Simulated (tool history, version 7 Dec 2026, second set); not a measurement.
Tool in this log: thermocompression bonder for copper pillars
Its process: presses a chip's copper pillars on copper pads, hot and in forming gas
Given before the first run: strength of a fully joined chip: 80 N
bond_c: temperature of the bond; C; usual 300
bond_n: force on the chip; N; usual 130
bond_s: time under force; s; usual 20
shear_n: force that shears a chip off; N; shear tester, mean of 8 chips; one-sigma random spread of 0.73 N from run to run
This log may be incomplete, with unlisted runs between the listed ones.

Run 1, hour 0.0: usual settings. Result: shear_n 52.6 N.
Run 2, hour 21.0: usual settings but bond_n 129 N. Result: shear_n 53.6 N.
Run 3, hour 58.2: usual settings. Result: shear_n 53.1 N.
Run 4, hour 79.6: usual settings. Result: shear_n 53.4 N.
Run 5, hour 104.4: usual settings. Result: shear_n 53.6 N.
Run 6, hour 121.7: usual settings but bond_c 311 C, bond_n 102 N, bond_s 50 s. Result: shear_n 66.4 N.

For run 7, what comes out?
At hour 125.3: heater calibrated with a thermocouple chip.
Run 7, hour 148.2: usual settings but bond_s 12 s. Result: shear_n ?.

Run 7 came out at shear_n 47.0 N.
On a tool with no hidden condition, and with the same random variation, this run would have come out at shear_n 46.8 N.
